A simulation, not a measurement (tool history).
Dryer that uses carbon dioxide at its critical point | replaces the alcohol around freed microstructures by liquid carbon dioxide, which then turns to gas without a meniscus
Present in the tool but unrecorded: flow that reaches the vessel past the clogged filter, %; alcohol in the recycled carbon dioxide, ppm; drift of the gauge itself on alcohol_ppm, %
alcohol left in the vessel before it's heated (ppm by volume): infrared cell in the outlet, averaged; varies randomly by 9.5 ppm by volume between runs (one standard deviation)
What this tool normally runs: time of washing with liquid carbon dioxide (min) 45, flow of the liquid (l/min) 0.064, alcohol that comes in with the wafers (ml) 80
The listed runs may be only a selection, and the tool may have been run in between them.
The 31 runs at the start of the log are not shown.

| run | hour | time of washing with liquid carbon dioxide (min) | flow of the liquid (l/min) | alcohol that comes in with the wafers (ml) | hours of work since the filter was changed | hours of work since the purifier's bed was changed | alcohol left in the vessel before it's heated (ppm by volume) |
|---|---|---|---|---|---|---|---|
| 32 | 348.5 | 68 | 0.0996 | 28 | 217 | 620 | 126 |
| 33 | 357.3 | 68 | 0.0996 | 28 | 222 | 626 | 135 |
| 34 | 371.2 | 65 | 0.0717 | 25 | 232 | 635 | 147 |
| 35 | 381.9 | 65 | 0.0717 | 25 | 239 | 643 | 145 |
| 36 | 390.7 | 64 | 0.083 | 80 | 245 | 648 | 149 |
| 37 | 405.8 | 27 | 0.064 | 80 | 255 | 658 | 6750 |
| 38 | 419.2 | 64 | 0.064 | 47 | 263 | 667 | 175 |
|  | 425.1 | inlet filter changed |
| 39 | 430.9 | 62 | 0.0535 | 67 | 4 | 674 | 317 |
| 40 | 442.9 | 45 | 0.064 | 28 | 12 | 682 | 346 |
| 41 | 458.8 | 45 | 0.064 | 28 | 22 | 693 | 338 |
| 42 | 468 | 32 | 0.0513 | 90 | 28 | 699 | 6947 |

3 ways to go on from here, each from the tool as it stands after run 42. What would each give?
| A | 475 | 50 | 0.0866 | 44 | 33 | 704 | ? |
| B | 475 | 60 | 0.042 | 118 | 33 | 704 | ? |
| C | 475 | 63 | 0.0593 | 110 | 33 | 704 | ? |

| run | alcohol left in the vessel before it's heated (ppm by volume) |
|---|---|
| A | 168 |
| B | 1703 |
| C | 294 |
With the hidden condition removed and each run's random variation left untouched, the same runs would have given:
| run | alcohol left in the vessel before it's heated (ppm by volume) |
|---|---|
| A | 23 |
| B | 1471 |
| C | 141 |
